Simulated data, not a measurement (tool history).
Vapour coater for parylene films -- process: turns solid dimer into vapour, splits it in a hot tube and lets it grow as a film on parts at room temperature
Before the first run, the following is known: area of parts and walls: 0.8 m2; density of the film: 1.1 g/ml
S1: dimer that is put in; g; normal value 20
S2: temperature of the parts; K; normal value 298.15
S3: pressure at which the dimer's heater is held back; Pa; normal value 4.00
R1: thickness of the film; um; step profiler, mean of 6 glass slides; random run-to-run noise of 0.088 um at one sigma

run    hour  S1      S2     S3     R1
  1     0.0  20  298.15   4.00   9.80
       38.9  -- table's thermometer calibrated
  2    82.7  20  303.15   4.00   8.60
      120.5  -- trap's valve overhauled
  3   126.1  20  298.15   4.00  10.73
  4   194.2  12  298.15   4.00   6.49
  5   239.9  12  298.15   4.00   6.40
  6   310.3  20  298.15   4.00  10.63
  7   376.5  20  298.15   4.00  10.45
  8   440.4  26  298.15   4.00  13.55
  9   501.0  26  298.15   4.00  13.58
 10   571.9  26  298.15   4.00  13.47
 11   627.6  26  298.15   4.00  13.38
 12   690.2  26  298.15   4.00  13.18
 13   730.1  26  298.15   4.00  13.40
 14   802.8  26  298.15   4.00  13.17
 15   883.4  20  298.15   4.00  10.07
 16   964.5  20  298.15   4.00  10.15
 17  1025.2  20  298.15   4.00  10.11
 18  1086.2  14  303.15   6.59   6.06
 19  1171.4  14  303.15   6.59   6.03
 20  1224.6   8  298.15   2.21   4.12
 21  1292.1   8  298.15   2.21   4.01
 22  1368.4   8  298.15   2.21   3.99
 23  1424.5  20  292.15   4.00  11.21
 24  1478.4  20  305.15   4.00   8.13
     1502.1  -- trap's valve overhauled
 25  1546.5  24  301.15   6.12  11.86
 26  1612.6  24  301.15   6.12  11.73
 27  1662.3   8  301.15   8.38   3.88
 28  1745.8  20  291.15  11.24  11.98
 29  1821.6  14  310.15   4.06   5.46
 30  1890.3  10  310.15   2.20   4.03

What would each run have given without the hidden state, its run-to-run variation left as it was?
What the log doesn't record here: vapour lost through the trap's worn valve, %; true temperature of the parts over the reading, C; drift of the gauge itself on film_um, %.
run     R1
  1  10.83
  2   9.67
  3  10.72
  4   6.51
  5   6.45
  6  10.77
  7  10.64
  8  13.87
  9  13.97
 10  13.93
 11  13.90
 12  13.75
 13  14.02
 14  13.86
 15  10.67
 16  10.83
 17  10.84
 18   6.52
 19   6.54
 20   4.48
 21   4.40
 22   4.41
 23  12.43
 24   9.06
 25  11.82
 26  11.73
 27   3.90
 28  12.11
 29   5.56
 30   4.12
